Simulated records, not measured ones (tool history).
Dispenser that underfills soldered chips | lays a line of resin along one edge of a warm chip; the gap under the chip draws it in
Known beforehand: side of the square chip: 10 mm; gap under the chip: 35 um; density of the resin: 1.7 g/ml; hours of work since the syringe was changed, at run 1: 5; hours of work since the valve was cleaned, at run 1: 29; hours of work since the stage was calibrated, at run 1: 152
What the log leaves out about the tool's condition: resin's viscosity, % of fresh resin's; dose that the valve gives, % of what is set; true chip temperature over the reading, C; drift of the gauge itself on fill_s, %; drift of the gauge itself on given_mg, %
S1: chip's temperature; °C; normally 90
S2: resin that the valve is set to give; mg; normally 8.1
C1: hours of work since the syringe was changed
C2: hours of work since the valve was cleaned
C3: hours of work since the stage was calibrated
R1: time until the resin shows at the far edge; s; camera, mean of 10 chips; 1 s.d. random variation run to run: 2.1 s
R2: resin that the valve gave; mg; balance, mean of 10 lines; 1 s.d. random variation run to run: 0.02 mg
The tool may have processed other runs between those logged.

{"run": 1, "hour": 0.0, "S1": 90, "S2": 8.1, "C1": 5, "C2": 29, "C3": 152, "R1": 265.3, "R2": 7.85}
{"hour": 3.9, "done": "new syringe of resin"}
{"run": 2, "hour": 7.6, "S1": 90, "S2": 8.04, "C1": 3, "C2": 34, "C3": 157, "R1": 236.9, "R2": 7.84}
{"hour": 13.6, "done": "new syringe of resin"}
{"run": 3, "hour": 17.0, "S1": 90, "S2": 8.04, "C1": 3, "C2": 42, "C3": 165, "R1": 238.2, "R2": 7.76}
{"hour": 22.3, "done": "dispensing valve cleaned and set on the balance"}
{"hour": 24.4, "done": "new syringe of resin"}
{"run": 4, "hour": 25.0, "S1": 77, "S2": 8.04, "C1": 0, "C2": 2, "C3": 170, "R1": 363.3, "R2": 8.02}
{"run": 5, "hour": 32.6, "S1": 77, "S2": 8.04, "C1": 6, "C2": 8, "C3": 176, "R1": 507.6, "R2": 7.99}
{"hour": 33.9, "done": "new syringe of resin"}
{"run": 6, "hour": 39.2, "S1": 85, "S2": 8.04, "C1": 4, "C2": 13, "C3": 181, "R1": 314, "R2": 7.95}
{"hour": 44.1, "done": "new syringe of resin"}
{"run": 7, "hour": 44.8, "S1": 90, "S2": 8.1, "C1": 0, "C2": 17, "C3": 185, "R1": 210.4, "R2": 8}
{"run": 8, "hour": 52.2, "S1": 90, "S2": 8.1, "C1": 6, "C2": 23, "C3": 191, "R1": 302.5, "R2": 7.95}
{"hour": 53.8, "done": "new syringe of resin"}
{"run": 9, "hour": 59.3, "S1": 90, "S2": 8.1, "C1": 4, "C2": 28, "C3": 196, "R1": 258.3, "R2": 7.98}
{"hour": 63.5, "done": "new syringe of resin"}
{"run": 10, "hour": 69.0, "S1": 90, "S2": 8.1, "C1": 4, "C2": 36, "C3": 204, "R1": 255.1, "R2": 7.85}
{"hour": 73.1, "done": "new syringe of resin"}
{"run": 11, "hour": 74.2, "S1": 90, "S2": 8.1, "C1": 1, "C2": 40, "C3": 208, "R1": 214.6, "R2": 7.89}
{"hour": 81.7, "done": "dispensing valve cleaned and set on the balance"}
{"run": 12, "hour": 83.1, "S1": 90, "S2": 8.1, "C1": 7, "C2": 1, "C3": 214, "R1": 306.7, "R2": 8.09}
{"hour": 83.9, "done": "new syringe of resin"}
{"run": 13, "hour": 89.8, "S1": 90, "S2": 8.1, "C1": 5, "C2": 6, "C3": 219, "R1": 263.7, "R2": 8.05}
{"hour": 93.6, "done": "new syringe of resin"}
{"run": 14, "hour": 97.2, "S1": 90, "S2": 6.97, "C1": 3, "C2": 12, "C3": 224, "R1": 240.6, "R2": 6.9}
{"hour": 103.8, "done": "new syringe of resin"}
{"run": 15, "hour": 103.9, "S1": 90, "S2": 10.36, "C1": 0, "C2": 17, "C3": 230, "R1": 191.6, "R2": 10.23}
{"run": 16, "hour": 108.2, "S1": 90, "S2": 10.36, "C1": 4, "C2": 20, "C3": 233, "R1": 235.1, "R2": 10.17}
{"run": 17, "hour": 112.4, "S1": 90, "S2": 10.36, "C1": 7, "C2": 24, "C3": 236, "R1": 285.9, "R2": 10.16}
{"hour": 113.4, "done": "new syringe of resin"}
{"run": 18, "hour": 120.7, "S1": 90, "S2": 8.1, "C1": 6, "C2": 30, "C3": 243, "R1": 277.4, "R2": 7.92}
{"hour": 123.0, "done": "new syringe of resin"}
{"run": 19, "hour": 125.4, "S1": 76, "S2": 8.7, "C1": 2, "C2": 33, "C3": 246, "R1": 400.9, "R2": 8.47}
{"run": 20, "hour": 130.2, "S1": 95, "S2": 8.81, "C1": 6, "C2": 37, "C3": 250, "R1": 219.3, "R2": 8.54}
{"hour": 132.6, "done": "new syringe of resin"}
{"hour": 140.9, "done": "dispensing valve cleaned and set on the balance"}
{"run": 21, "hour": 141.0, "S1": 95, "S2": 8.81, "C1": 6, "C2": 0, "C3": 257, "R1": 224, "R2": 8.81}
{"hour": 143.3, "done": "new syringe of resin"}
{"run": 22, "hour": 147.0, "S1": 95, "S2": 8.81, "C1": 3, "C2": 5, "C3": 262, "R1": 184.7, "R2": 8.78}
{"hour": 153.1, "done": "new syringe of resin"}
{"run": 23, "hour": 156.2, "S1": 83, "S2": 10.05, "C1": 2, "C2": 12, "C3": 269, "R1": 293, "R2": 9.9}
{"hour": 162.9, "done": "new syringe of resin"}
{"run": 24, "hour": 165.8, "S1": 83, "S2": 10.05, "C1": 2, "C2": 19, "C3": 276, "R1": 283.1, "R2": 9.93}
{"run": 25, "hour": 170.8, "S1": 80, "S2": 7.29, "C1": 6, "C2": 23, "C3": 280, "R1": 447.6, "R2": 7.17}
{"hour": 172.9, "done": "new syringe of resin"}
{"run": 26, "hour": 176.0, "S1": 99, "S2": 7.73, "C1": 2, "C2": 27, "C3": 284, "R1": 162.7, "R2": 7.57}
{"run": 27, "hour": 181.3, "S1": 88, "S2": 8.5, "C1": 7, "C2": 31, "C3": 288, "R1": 312.5, "R2": 8.33}
{"hour": 183.0, "done": "new syringe of resin"}
{"run": 28, "hour": 190.5, "S1": 90, "S2": 7.25, "C1": 6, "C2": 38, "C3": 295, "R1": 284, "R2": 7.03}
{"hour": 193.1, "done": "new syringe of resin"}
{"run": 29, "hour": 195.9, "S1": 87, "S2": 6.92, "C1": 2, "C2": 42, "C3": 299, "R1": 268.5, "R2": 6.69}
{"hour": 200.1, "done": "dispensing valve cleaned and set on the balance"}
{"hour": 204.0, "done": "new syringe of resin"}
{"run": 30, "hour": 204.1, "S1": 87, "S2": 6.92, "C1": 0, "C2": 3, "C3": 305, "R1": 228.4, "R2": 6.91}
{"run": 31, "hour": 210.1, "S1": 104, "S2": 8.74, "C1": 5, "C2": 8, "C3": 310, "R1": 145.1, "R2": 8.68}
{"hour": 213.7, "done": "new syringe of resin"}
{"run": 32, "hour": 219.5, "S1": 90, "S2": 8.63, "C1": 5, "C2": 15, "C3": 317, "R1": 249.4, "R2": 8.54}
{"hour": 223.3, "done": "new syringe of resin"}
{"run": 33, "hour": 228.6, "S1": 94, "S2": 8.25, "C1": 4, "C2": 22, "C3": 324, "R1": 216, "R2": 8.13}
{"hour": 233.1, "done": "new syringe of resin"}
{"hour": 238.3, "done": "stage's temperature calibrated"}
{"run": 34, "hour": 239.2, "S1": 94, "S2": 8.25, "C1": 4, "C2": 29, "C3": 1, "R1": 223.3, "R2": 8.04}
{"hour": 243.7, "done": "new syringe of resin"}
{"run": 35, "hour": 245.2, "S1": 97, "S2": 7.54, "C1": 1, "C2": 34, "C3": 5, "R1": 170.8, "R2": 7.32}
{"run": 36, "hour": 249.8, "S1": 97, "S2": 7.54, "C1": 5, "C2": 37, "C3": 9, "R1": 214.5, "R2": 7.32}

Entry by entry between the runs, the difference in hidden state between the last listed run before and the first listed run after:
Runs 1 to 2: new syringe of resin (hour 3.9)
  resin's viscosity, % of fresh resin's: 131.6 -> 118; dose that the valve gives, % of what is set: 97.56 -> 97.13; true chip temperature over the reading, C: 0.91 -> 0.94
  measured less the result without the state, R1: +57.4 -> +30 s; R2: -0.2 -> -0.24 mg
Runs 2 to 3: new syringe of resin (hour 13.6)
  dose that the valve gives, % of what is set: 97.13 -> 96.54; true chip temperature over the reading, C: 0.94 -> 0.98
  measured less the result without the state, R1: +30 -> +30.3 s; R2: -0.24 -> -0.28 mg
Runs 3 to 4: dispensing valve cleaned and set on the balance (hour 22.3); new syringe of resin (hour 24.4)
  resin's viscosity, % of fresh resin's: 118 -> 103.7; dose that the valve gives, % of what is set: 96.54 -> 99.87; true chip temperature over the reading, C: 0.98 -> 1.01
  measured less the result without the state, R1: +30.3 -> -2.8 s; R2: -0.28 -> -0.01 mg
Runs 5 to 6: new syringe of resin (hour 33.9)
  resin's viscosity, % of fresh resin's: 147.1 -> 128.3; dose that the valve gives, % of what is set: 99.39 -> 99; true chip temperature over the reading, C: 1.05 -> 1.08
  measured less the result without the state, R1: +147 -> +58.7 s; R2: -0.05 -> -0.09 mg
Runs 6 to 7: new syringe of resin (hour 44.1)
  resin's viscosity, % of fresh resin's: 128.3 -> 105.9; dose that the valve gives, % of what is set: 99 -> 98.66; true chip temperature over the reading, C: 1.08 -> 1.1
  measured less the result without the state, R1: +58.7 -> +3.4 s; R2: -0.09 -> -0.1 mg
Runs 8 to 9: new syringe of resin (hour 53.8)
  resin's viscosity, % of fresh resin's: 149.7 -> 129.4; dose that the valve gives, % of what is set: 98.18 -> 97.79; true chip temperature over the reading, C: 1.14 -> 1.17
  measured less the result without the state, R1: +91.9 -> +50.1 s; R2: -0.15 -> -0.18 mg
Runs 9 to 10: new syringe of resin (hour 63.5)
  resin's viscosity, % of fresh resin's: 129.4 -> 128.4; dose that the valve gives, % of what is set: 97.79 -> 97.26; true chip temperature over the reading, C: 1.17 -> 1.21
  measured less the result without the state, R1: +50.1 -> +47.9 s; R2: -0.18 -> -0.23 mg
Runs 10 to 11: new syringe of resin (hour 73.1)
  resin's viscosity, % of fresh resin's: 128.4 -> 106.5; dose that the valve gives, % of what is set: 97.26 -> 96.93; true chip temperature over the reading, C: 1.21 -> 1.23
  measured less the result without the state, R1: +47.9 -> +4.5 s; R2: -0.23 -> -0.25 mg
Runs 11 to 12: dispensing valve cleaned and set on the balance (hour 81.7)
  resin's viscosity, % of fresh resin's: 106.5 -> 153; dose that the valve gives, % of what is set: 96.93 -> 99.87; true chip temperature over the reading, C: 1.23 -> 1.27
  measured less the result without the state, R1: +4.5 -> +95.7 s; R2: -0.25 -> -0.01 mg
Runs 12 to 13: new syringe of resin (hour 83.9)
  resin's viscosity, % of fresh resin's: 153 -> 133.3; dose that the valve gives, % of what is set: 99.87 -> 99.45; true chip temperature over the reading, C: 1.27 -> 1.3
  measured less the result without the state, R1: +95.7 -> +55.5 s; R2: -0.01 -> -0.05 mg
Runs 13 to 14: new syringe of resin (hour 93.6)
  resin's viscosity, % of fresh resin's: 133.3 -> 116.8; dose that the valve gives, % of what is set: 99.45 -> 99.05; true chip temperature over the reading, C: 1.3 -> 1.33
  measured less the result without the state, R1: +55.5 -> +24.1 s; R2: -0.05 -> -0.07 mg
Runs 14 to 15: new syringe of resin (hour 103.8)
  resin's viscosity, % of fresh resin's: 116.8 -> 101; dose that the valve gives, % of what is set: 99.05 -> 98.64; true chip temperature over the reading, C: 1.33 -> 1.36
  measured less the result without the state, R1: +24.1 -> -8.6 s; R2: -0.07 -> -0.14 mg
Runs 17 to 18: new syringe of resin (hour 113.4)
  resin's viscosity, % of fresh resin's: 149.6 -> 141.5; dose that the valve gives, % of what is set: 98.13 -> 97.63; true chip temperature over the reading, C: 1.4 -> 1.43
  measured less the result without the state, R1: +84 -> +71 s; R2: -0.19 -> -0.19 mg
Runs 18 to 19: new syringe of resin (hour 123)
  resin's viscosity, % of fresh resin's: 141.5 -> 112.4; dose that the valve gives, % of what is set: 97.63 -> 97.33; true chip temperature over the reading, C: 1.43 -> 1.45
  measured less the result without the state, R1: +71 -> +22.7 s; R2: -0.19 -> -0.24 mg
Runs 20 to 21: new syringe of resin (hour 132.6); dispensing valve cleaned and set on the balance (hour 140.9)
  resin's viscosity, % of fresh resin's: 140.4 -> 141.4; dose that the valve gives, % of what is set: 97.02 -> 100; true chip temperature over the reading, C: 1.47 -> 1.51
  measured less the result without the state, R1: +54.8 -> +55.9 s; R2: -0.26 -> +0 mg
Runs 21 to 22: new syringe of resin (hour 143.3)
  resin's viscosity, % of fresh resin's: 141.4 -> 117.5; dose that the valve gives, % of what is set: 100 -> 99.66; true chip temperature over the reading, C: 1.51 -> 1.54
  measured less the result without the state, R1: +55.9 -> +17.8 s; R2: +0 -> -0.03 mg
Runs 22 to 23: new syringe of resin (hour 153.1)
  resin's viscosity, % of fresh resin's: 117.5 -> 116.6; dose that the valve gives, % of what is set: 99.66 -> 99.14; true chip temperature over the reading, C: 1.54 -> 1.58
  measured less the result without the state, R1: +17.8 -> +24.7 s; R2: -0.03 -> -0.09 mg
Runs 23 to 24: new syringe of resin (hour 162.9)
  resin's viscosity, % of fresh resin's: 116.6 -> 113.4; dose that the valve gives, % of what is set: 99.14 -> 98.54; true chip temperature over the reading, C: 1.58 -> 1.62
  measured less the result without the state, R1: +24.7 -> +16.2 s; R2: -0.09 -> -0.15 mg
Runs 25 to 26: new syringe of resin (hour 172.9)
  resin's viscosity, % of fresh resin's: 142.3 -> 115; dose that the valve gives, % of what is set: 98.19 -> 97.87; true chip temperature over the reading, C: 1.64 -> 1.66
  measured less the result without the state, R1: +112.8 -> +12.9 s; R2: -0.13 -> -0.17 mg
Runs 27 to 28: new syringe of resin (hour 183)
  resin's viscosity, % of fresh resin's: 147.4 -> 140.7; dose that the valve gives, % of what is set: 97.55 -> 97; true chip temperature over the reading, C: 1.69 -> 1.73
  measured less the result without the state, R1: +86.5 -> +70.1 s; R2: -0.21 -> -0.22 mg
Runs 28 to 29: new syringe of resin (hour 193.1)
  resin's viscosity, % of fresh resin's: 140.7 -> 113.4; dose that the valve gives, % of what is set: 97 -> 96.62; true chip temperature over the reading, C: 1.73 -> 1.75
  measured less the result without the state, R1: +70.1 -> +18.1 s; R2: -0.22 -> -0.23 mg
Runs 29 to 30: dispensing valve cleaned and set on the balance (hour 200.1); new syringe of resin (hour 204)
  resin's viscosity, % of fresh resin's: 113.4 -> 98.6; dose that the valve gives, % of what is set: 96.62 -> 99.7; true chip temperature over the reading, C: 1.75 -> 1.78
  measured less the result without the state, R1: +18.1 -> -20.4 s; R2: -0.23 -> -0.02 mg
Runs 31 to 32: new syringe of resin (hour 213.7)
  resin's viscosity, % of fresh resin's: 130.3 -> 130.9; dose that the valve gives, % of what is set: 99.32 -> 98.78; true chip temperature over the reading, C: 1.81 -> 1.85
  measured less the result without the state, R1: +26.1 -> +44.6 s; R2: -0.06 -> -0.1 mg
Runs 32 to 33: new syringe of resin (hour 223.3)
  resin's viscosity, % of fresh resin's: 130.9 -> 129.5; dose that the valve gives, % of what is set: 98.78 -> 98.23; true chip temperature over the reading, C: 1.85 -> 1.89
  measured less the result without the state, R1: +44.6 -> +36.8 s; R2: -0.1 -> -0.14 mg
Runs 33 to 34: new syringe of resin (hour 233.1); stage's temperature calibrated (hour 238.3)
  resin's viscosity, % of fresh resin's: 129.5 -> 126.1; dose that the valve gives, % of what is set: 98.23 -> 97.6; true chip temperature over the reading, C: 1.89 -> 0.02
  measured less the result without the state, R1: +36.8 -> +47.2 s; R2: -0.14 -> -0.2 mg
Runs 34 to 35: new syringe of resin (hour 243.7)
  resin's viscosity, % of fresh resin's: 126.1 -> 105.3; dose that the valve gives, % of what is set: 97.6 -> 97.28; true chip temperature over the reading, C: 0.02 -> 0.04
  measured less the result without the state, R1: +47.2 -> +9.9 s; R2: -0.2 -> -0.21 mg

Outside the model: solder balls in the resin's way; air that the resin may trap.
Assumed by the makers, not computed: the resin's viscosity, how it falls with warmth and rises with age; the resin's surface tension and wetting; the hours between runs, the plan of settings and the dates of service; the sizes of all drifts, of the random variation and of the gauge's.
